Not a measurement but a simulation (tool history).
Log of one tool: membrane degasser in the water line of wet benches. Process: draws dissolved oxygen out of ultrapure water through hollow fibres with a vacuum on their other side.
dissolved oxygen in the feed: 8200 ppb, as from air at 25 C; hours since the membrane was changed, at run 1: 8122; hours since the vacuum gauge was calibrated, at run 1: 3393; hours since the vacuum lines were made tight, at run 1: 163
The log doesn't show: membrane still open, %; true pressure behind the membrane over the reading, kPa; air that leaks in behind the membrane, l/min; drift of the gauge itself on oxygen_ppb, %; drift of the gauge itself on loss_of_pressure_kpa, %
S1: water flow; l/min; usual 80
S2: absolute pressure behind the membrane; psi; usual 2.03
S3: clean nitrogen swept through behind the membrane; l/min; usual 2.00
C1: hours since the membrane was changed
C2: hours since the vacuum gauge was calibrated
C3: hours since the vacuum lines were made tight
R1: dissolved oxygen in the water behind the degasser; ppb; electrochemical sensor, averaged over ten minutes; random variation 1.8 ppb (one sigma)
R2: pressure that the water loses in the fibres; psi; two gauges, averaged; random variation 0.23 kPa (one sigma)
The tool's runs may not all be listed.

run,hour,S1,S2,S3,C1,C2,C3,R1,R2
1,0.0,80,2.03,2.00,8122,3393,163,819.0,8.620
2,284.5,80,2.03,2.00,8406,3677,447,821.1,8.657
3,409.9,80,2.03,2.00,8531,3803,573,818.6,8.576
4,603.5,80,2.05,2.00,8725,3996,766,826.6,8.599
5,836.8,80,2.05,2.00,8958,4229,1000,826.4,8.651
6,976.7,80,2.05,2.00,9098,4369,1139,828.7,8.614
7,1153.1,80,2.05,2.00,9275,4546,1316,829.9,8.663
8,1279.2,80,2.05,2.00,9401,4672,1442,829.4,8.544
9,1502.6,80,2.05,2.00,9624,4895,1665,829.3,8.556
10,1754.3,80,1.80,1.15,9876,5147,1917,1037.6,8.534
11,2043.1,80,1.80,1.15,10165,5436,2206,1038.0,8.492
12,2338.5,94,2.23,3.55,10460,5731,2501,685.1,10.013
13,2461.6,51,2.03,2.00,10583,5854,2624,564.3,5.372
# hour 2597.4: vacuum gauge calibrated
14,2615.1,54,3.52,2.00,10736,18,2777,1085.6,5.699
15,2792.7,54,3.52,2.00,10914,195,2955,1086.2,5.736
# hour 2934.2: gauge calibrated
16,3021.1,106,1.32,4.32,11142,424,3183,370.4,11.507
17,3253.8,106,1.32,4.32,11375,656,3416,373.6,11.439
18,3389.0,56,2.63,0.94,11510,792,3551,1406.6,6.050

3 ways to go on from here, each from the tool as it stands after run 18. What would each give?
A,3604.0,48,2.63,0.94,11725,1007,3766,?,?
B,3604.0,80,2.63,0.94,11725,1007,3766,?,?
C,3604.0,56,2.93,0.94,11725,1007,3766,?,?

run,R1,R2
A,1272.4,5.221
B,1774.2,8.651
C,1578.5,6.034
Without the tool's hidden state the same runs would have given:
run,R1,R2
A,1272.3,5.252
B,1774.1,8.702
C,1578.4,6.068
